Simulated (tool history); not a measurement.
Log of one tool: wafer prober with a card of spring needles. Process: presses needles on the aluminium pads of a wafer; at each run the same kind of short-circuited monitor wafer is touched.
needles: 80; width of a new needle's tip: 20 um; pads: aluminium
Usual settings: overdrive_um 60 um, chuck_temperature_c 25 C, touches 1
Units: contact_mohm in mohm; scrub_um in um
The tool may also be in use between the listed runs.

| run | hour | overdrive_um | chuck_temperature_c | touches | contact_mohm | scrub_um |
|---|---|---|---|---|---|---|
| 1 | 0 | 60 | 25 | 1 | 474 | 7.9 |
|  | 3.6 | tips cleaned on abrasive film |
|  | 17.5 | tips cleaned on abrasive film |
|  | 31.4 | tips cleaned on abrasive film |
|  | 48.8 | tips cleaned on abrasive film |
|  | 66.1 | tips cleaned on abrasive film |
| 2 | 78.1 | 60 | 25 | 1 | 510 | 7.84 |
|  | 81.6 | tips cleaned on abrasive film |
|  | 95.5 | tips cleaned on abrasive film |
|  | 112.9 | tips cleaned on abrasive film |
|  | 130.3 | tips cleaned on abrasive film |
|  | 147.7 | tips cleaned on abrasive film |
|  | 162.3 | tips cleaned on abrasive film |
| 3 | 162.3 | 60 | 25 | 1 | 175 | 7.71 |
|  | 176.2 | tips cleaned on abrasive film |
|  | 180 | height of the first contact set anew |
|  | 190.4 | tips cleaned on abrasive film |
|  | 207.8 | tips cleaned on abrasive film |
|  | 221.7 | tips cleaned on abrasive film |
|  | 239.1 | tips cleaned on abrasive film |
|  | 256.5 | tips cleaned on abrasive film |
| 4 | 265.1 | 60 | 25 | 1 | 472 | 7.93 |
|  | 272.1 | tips cleaned on abrasive film |
|  | 286.1 | tips cleaned on abrasive film |
|  | 300 | tips cleaned on abrasive film |
|  | 317.4 | tips cleaned on abrasive film |
|  | 334.7 | tips cleaned on abrasive film |
| 5 | 335.5 | 60 | 25 | 1 | 223 | 7.85 |
|  | 349.4 | tips cleaned on abrasive film |
|  | 363.3 | tips cleaned on abrasive film |
|  | 380.7 | tips cleaned on abrasive film |
|  | 394.6 | tips cleaned on abrasive film |
|  | 408.5 | tips cleaned on abrasive film |
|  | 425.9 | tips cleaned on abrasive film |
| 6 | 433.5 | 60 | 25 | 2 | 342 | 7.79 |
|  | 440.6 | tips cleaned on abrasive film |
|  | 454.5 | tips cleaned on abrasive film, once more |
|  | 471.9 | tips cleaned on abrasive film |
|  | 489.2 | tips cleaned on abrasive film |
|  | 503.1 | tips cleaned on abrasive film |
| 7 | 511.9 | 60 | 25 | 2 | 335 | 7.78 |
|  | 518.9 | tips cleaned on abrasive film |
|  | 532.8 | tips cleaned on abrasive film |
|  | 546.8 | tips cleaned on abrasive film |
|  | 550.5 | height of the first contact set anew |
|  | 561 | tips cleaned on abrasive film |
|  | 578.3 | tips cleaned on abrasive film |
|  | 592.3 | tips cleaned on abrasive film |
|  | 606.2 | tips cleaned on abrasive film |
| 8 | 607.7 | 60 | 25 | 1 | 244 | 8 |
|  | 621.6 | tips cleaned on abrasive film |
|  | 639 | tips cleaned on abrasive film |
|  | 656.3 | tips cleaned on abrasive film |
|  | 673.7 | tips cleaned on abrasive film |
| 9 | 687 | 60 | 25 | 1 | 528 | 7.98 |
|  | 690.6 | tips cleaned on abrasive film |
|  | 708 | tips cleaned on abrasive film |
|  | 725.3 | tips cleaned on abrasive film |
|  | 739.3 | tips cleaned on abrasive film |
|  | 753.3 | tips cleaned on abrasive film |
| 10 | 753.3 | 55 | 25 | 2 | 178 | 7.29 |
|  | 770.7 | tips cleaned on abrasive film |
|  | 784.6 | tips cleaned on abrasive film |
|  | 798.5 | tips cleaned on abrasive film |
|  | 812.4 | tips cleaned on abrasive film |
|  | 829.8 | tips cleaned on abrasive film |
| 11 | 836.3 | 68 | 45 | 2 | 292 | 8.91 |
|  | 846.8 | tips cleaned on abrasive film |
|  | 864.1 | tips cleaned on abrasive film |
|  | 881.5 | tips cleaned on abrasive film |
|  | 895.4 | tips cleaned on abrasive film |
| 12 | 898.5 | 68 | 45 | 2 | 246 | 8.95 |
|  | 912.4 | tips cleaned on abrasive film |
|  | 919.6 | height of the first contact set anew |
|  | 926.6 | tips cleaned on abrasive film |
|  | 944 | tips cleaned on abrasive film |
| 13 | 946.7 | 78 | 25 | 2 | 188 | 10.46 |
|  | 960.6 | tips cleaned on abrasive film |
|  | 974.5 | tips cleaned on abrasive film |
|  | 991.9 | tips cleaned on abrasive film |
|  | 1008.9 | tips cleaned on abrasive film |
| 14 | 1008.9 | 78 | 25 | 2 | 147 | 10.4 |
|  | 1022.8 | tips cleaned on abrasive film |
|  | 1040.2 | tips cleaned on abrasive film |
|  | 1054.1 | tips cleaned on abrasive film |
|  | 1071.5 | tips cleaned on abrasive film |
|  | 1085.4 | tips cleaned on abrasive film |
| 15 | 1097.7 | 60 | 25 | 2 | 386 | 7.86 |
|  | 1101.3 | tips cleaned on abrasive film |
|  | 1115.2 | tips cleaned on abrasive film |
|  | 1129.1 | tips cleaned on abrasive film |
|  | 1141.1 | card fitted with new needles |
| 16 | 1152.2 | 60 | 25 | 2 | 240 | 8.02 |

Forecast each of these 4 alternatives for the next run:
|  | 1155.7 | tips cleaned on abrasive film |
|  | 1169.6 | tips cleaned on abrasive film |
|  | 1183.5 | tips cleaned on abrasive film |
|  | 1200.9 | tips cleaned on abrasive film |
|  | 1218.3 | tips cleaned on abrasive film |
| A | 1221.7 | 41 | 57 | 1 | ? | ? |
|  | 1155.7 | tips cleaned on abrasive film |
|  | 1169.6 | tips cleaned on abrasive film |
|  | 1183.5 | tips cleaned on abrasive film |
|  | 1200.9 | tips cleaned on abrasive film |
|  | 1218.3 | tips cleaned on abrasive film |
| B | 1221.7 | 77 | 107 | 2 | ? | ? |
|  | 1155.7 | tips cleaned on abrasive film |
|  | 1169.6 | tips cleaned on abrasive film |
|  | 1183.5 | tips cleaned on abrasive film |
|  | 1200.9 | tips cleaned on abrasive film |
|  | 1218.3 | tips cleaned on abrasive film |
| C | 1221.7 | 54 | 118 | 3 | ? | ? |
|  | 1155.7 | tips cleaned on abrasive film |
|  | 1169.6 | tips cleaned on abrasive film |
|  | 1183.5 | tips cleaned on abrasive film |
|  | 1200.9 | tips cleaned on abrasive film |
|  | 1218.3 | tips cleaned on abrasive film |
| D | 1221.7 | 52 | 45 | 1 | ? | ? |

| run | contact_mohm | scrub_um |
|---|---|---|
| A | 388 | 5.46 |
| B | 182 | 10.3 |
| C | 206 | 7.24 |
| D | 292 | 6.88 |
Without the tool's hidden state the same runs would have given:
| run | contact_mohm | scrub_um |
|---|---|---|
| A | 156 | 5.53 |
| B | 142 | 10.37 |
| C | 160 | 7.31 |
| D | 143 | 6.95 |
